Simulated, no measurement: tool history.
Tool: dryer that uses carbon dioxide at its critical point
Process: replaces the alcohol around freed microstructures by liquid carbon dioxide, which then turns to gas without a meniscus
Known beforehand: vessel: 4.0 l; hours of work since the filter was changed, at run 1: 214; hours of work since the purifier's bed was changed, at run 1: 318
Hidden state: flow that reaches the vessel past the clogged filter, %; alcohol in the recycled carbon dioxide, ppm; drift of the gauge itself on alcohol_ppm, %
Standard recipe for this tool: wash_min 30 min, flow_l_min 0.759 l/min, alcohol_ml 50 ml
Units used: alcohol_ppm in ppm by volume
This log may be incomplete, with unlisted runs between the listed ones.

run   hour  wash_min  flow_l_min  alcohol_ml  hours of work since the filter was changed  hours of work since the purifier's bed was changed  alcohol_ppm
  1      0        30       0.759          50                                         214                                                 318          106
  2     10        30       0.759          50                                         221                                                 325           92
  3     21        30       0.759          50                                         229                                                 332          104
  4   33.1        30       0.759          50                                         237                                                 340           96
  5   39.5        30       0.759         109                                         241                                                 345          198
  6   49.5        25       0.759         109                                         248                                                 351          424
  7     60        30       0.759          50                                         255                                                 358          103
  8   66.5        30       0.759          27                                         259                                                 363           64
  9   79.5        24       0.759          50                                         268                                                 372          250
 10     89        30       0.759          48                                         274                                                 378          102
 11  101.3        30       0.785          48                                         282                                                 386           89
 12  110.4        30       0.785          48                                         289                                                 392           96
 13  119.6        30       0.759          50                                         295                                                 398          105
 14  133.1        30       0.759          50                                         304                                                 408          107
 15  139.2        30       0.759          85                                         308                                                 412          166
 16  147.5        30       0.759          85                                         313                                                 417          164
 17  155.7        30       0.759          85                                         319                                                 423          161
 18  161.3        30       0.759          85                                         323                                                 427          178
 19  173.2        30       0.759          85                                         331                                                 434          167
 20  180.4        30       1.124          50                                         336                                                 439           46
 21  190.7        30       1.124          50                                         342                                                 446           39
 22    204        30       1.124          50                                         351                                                 455           39
 23  210.9        30        0.71          50                                         356                                                 460          148
 24  217.7        30        0.71          50                                         360                                                 464          149
 25  224.2        21       0.514          24                                         365                                                 469          583
 26  233.6        30       0.849          32                                         371                                                 475           69
 27    247        30       0.849          32                                         380                                                 484           60
 28  255.2        30       0.849          32                                         386                                                 489           75
 29    267        19       0.732          67                                         394                                                 497          822
 30  276.7        19       0.732          67                                         400                                                 504          855
 31  289.8        24       0.825          45                                         409                                                 513          186
 32  297.7        29       0.783          29                                         414                                                 518           86
 33  310.7        19        0.53          29                                         423                                                 527          825
 34  319.6        19       0.534          37                                         429                                                 533         1036
 35  331.9        33        0.91         102                                         437                                                 541           74
 36  343.3        33        0.91         102                                         445                                                 549           70
 37  354.9        26       0.759          50                                         453                                                 556          224
 38  363.7        35       1.021          24                                         458                                                 562           29
 39  374.9        35       1.021          24                                         466                                                 570           46
     377.1  -- inlet filter changed
 40  385.1        34       1.021          24                                           5                                                 576           34
 41  393.4        38       0.581          28                                          11                                                 582           79
 42  399.2        27       0.463          28                                          15                                                 585          390
 43  412.8        31       0.762          50                                          24                                                 595          101
 44  420.7        31       0.762          50                                          29                                                 600           88
 45  428.5        30       0.759          22                                          35                                                 605           65
 46  439.5        30       0.759          22                                          42                                                 612           77
 47  449.3        30       0.759          22                                          48                                                 619           75

Here are 3 independent what-if runs from the current tool condition. What would each one return?
  A  456.8        21       0.579          50                                          53                                                 624            ?
  B  456.8        22       0.974          70                                          53                                                 624            ?
  C  456.8        20       0.786          50                                          53                                                 624            ?

run  alcohol_ppm
  A          776
  B          169
  C          376
With the hidden condition removed and each run's random variation left untouched, the same runs would have given:
run  alcohol_ppm
  A          712
  B          126
  C          324

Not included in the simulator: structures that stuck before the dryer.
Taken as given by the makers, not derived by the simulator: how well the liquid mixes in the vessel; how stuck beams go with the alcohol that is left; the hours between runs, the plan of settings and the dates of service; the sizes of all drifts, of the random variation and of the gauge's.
